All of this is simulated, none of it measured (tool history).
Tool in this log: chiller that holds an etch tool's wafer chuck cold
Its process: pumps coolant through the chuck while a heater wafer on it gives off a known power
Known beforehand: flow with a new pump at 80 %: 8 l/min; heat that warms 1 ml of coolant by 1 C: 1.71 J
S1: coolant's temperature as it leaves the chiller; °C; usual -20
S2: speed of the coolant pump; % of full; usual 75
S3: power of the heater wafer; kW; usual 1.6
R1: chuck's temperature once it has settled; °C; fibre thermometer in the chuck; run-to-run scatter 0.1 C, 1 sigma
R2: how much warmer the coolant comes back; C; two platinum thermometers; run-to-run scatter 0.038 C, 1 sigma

run 1 hour=0 | S1=-20 S2=75 S3=1.6 | R1=2.1 R2=7.58
run 2 hour=21.6 | S1=-20 S2=75 S3=1.6 | R1=2.1 R2=7.67
run 3 hour=48.7 | S1=-20 S2=75 S3=1.6 | R1=2.1 R2=7.63
run 4 hour=67.9 | S1=-14 S2=75 S3=1.6 | R1=8.2 R2=7.72
run 5 hour=108.4 | S1=-14 S2=75 S3=1.6 | R1=7.9 R2=7.75
run 6 hour=150.9 | S1=-14 S2=75 S3=1.6 | R1=7.9 R2=7.68
run 7 hour=170 | S1=-14 S2=75 S3=1.6 | R1=8 R2=7.68
run 8 hour=190.7 | S1=-14 S2=75 S3=1.482 | R1=6.4 R2=7.11
run 9 hour=233.5 | S1=-20 S2=75 S3=1.6 | R1=2.1 R2=7.75
run 10 hour=273.6 | S1=-20 S2=75 S3=1.6 | R1=2.2 R2=7.68
run 11 hour=299.3 | S1=-18 S2=75 S3=1.6 | R1=4.4 R2=7.72
run 12 hour=327.3 | S1=-18 S2=88 S3=1.6 | R1=2 R2=6.46
run 13 hour=363.1 | S1=-18 S2=88 S3=1.6 | R1=2.1 R2=6.41
run 14 hour=382.4 | S1=-20 S2=79 S3=1.6 | R1=1.5 R2=7.22
run 15 hour=429.2 | S1=-20 S2=79 S3=1.6 | R1=1.7 R2=7.26
run 16 hour=472.1 | S1=-20 S2=75 S3=2.018 | R1=8 R2=9.73
run 17 hour=501.7 | S1=-20 S2=75 S3=2.018 | R1=8.1 R2=9.65
run 18 hour=528.7 | S1=-24 S2=89 S3=0.993 | R1=-11.5 R2=3.97
run 19 hour=553.4 | S1=-29 S2=70 S3=0.857 | R1=-16.2 R2=4.51
run 20 hour=597.1 | S1=-20 S2=76 S3=1.22 | R1=-2.9 R2=5.84
run 21 hour=642.7 | S1=-26 S2=76 S3=1.22 | R1=-9 R2=5.82
run 22 hour=672.4 | S1=-21 S2=77 S3=0.885 | R1=-8.6 R2=4.16
run 23 hour=691.9 | S1=-22 S2=75 S3=1.923 | R1=4.6 R2=9.21
run 24 hour=726.9 | S1=-24 S2=70 S3=0.816 | R1=-11.7 R2=4.27
run 25 hour=754.3 | S1=-24 S2=70 S3=0.816 | R1=-11.8 R2=4.28
run 26 hour=781.8 | S1=-24 S2=70 S3=0.816 | R1=-11.8 R2=4.26
run 27 hour=812.8 | S1=-15 S2=79 S3=0.816 | R1=-3.7 R2=3.74
run 28 hour=837 | S1=-12 S2=70 S3=1.86 | R1=15.2 R2=9.77
run 29 hour=879.2 | S1=-17 S2=64 S3=0.822 | R1=-3.9 R2=4.73
run 30 hour=907.8 | S1=-17 S2=97 S3=1.088 | R1=-3.9 R2=3.99
run 31 hour=940.6 | S1=-17 S2=97 S3=1.088 | R1=-3.6 R2=3.99

The same runs without the tool's hidden state, with the same run-to-run variation:
Hidden state present: heat passed by the chuck's channels, % of clean ones'; flow at a given pump speed, % of a new pump's; coolant's true temperature over the reading, C; drift of the gauge itself on chuck_c, C; drift of the gauge itself on warmer_back_c, C.
run=1 R1=0.9 R2=7.46
run=2 R1=0.9 R2=7.54
run=3 R1=0.8 R2=7.5
run=4 R1=7 R2=7.59
run=5 R1=6.6 R2=7.62
run=6 R1=6.6 R2=7.54
run=7 R1=6.7 R2=7.54
run=8 R1=5.1 R2=6.98
run=9 R1=0.7 R2=7.6
run=10 R1=0.8 R2=7.54
run=11 R1=3 R2=7.57
run=12 R1=0.7 R2=6.34
run=13 R1=0.8 R2=6.28
run=14 R1=0.1 R2=7.08
run=15 R1=0.3 R2=7.11
run=16 R1=6.1 R2=9.52
run=17 R1=6.2 R2=9.44
run=18 R1=-12.6 R2=3.89
run=19 R1=-17.3 R2=4.41
run=20 R1=-4.2 R2=5.71
run=21 R1=-10.4 R2=5.69
run=22 R1=-9.7 R2=4.06
run=23 R1=2.7 R2=9
run=24 R1=-12.8 R2=4.17
run=25 R1=-12.9 R2=4.18
run=26 R1=-12.9 R2=4.16
run=27 R1=-4.7 R2=3.65
run=28 R1=13.1 R2=9.52
run=29 R1=-5.1 R2=4.61
run=30 R1=-5.1 R2=3.89
run=31 R1=-4.9 R2=3.89
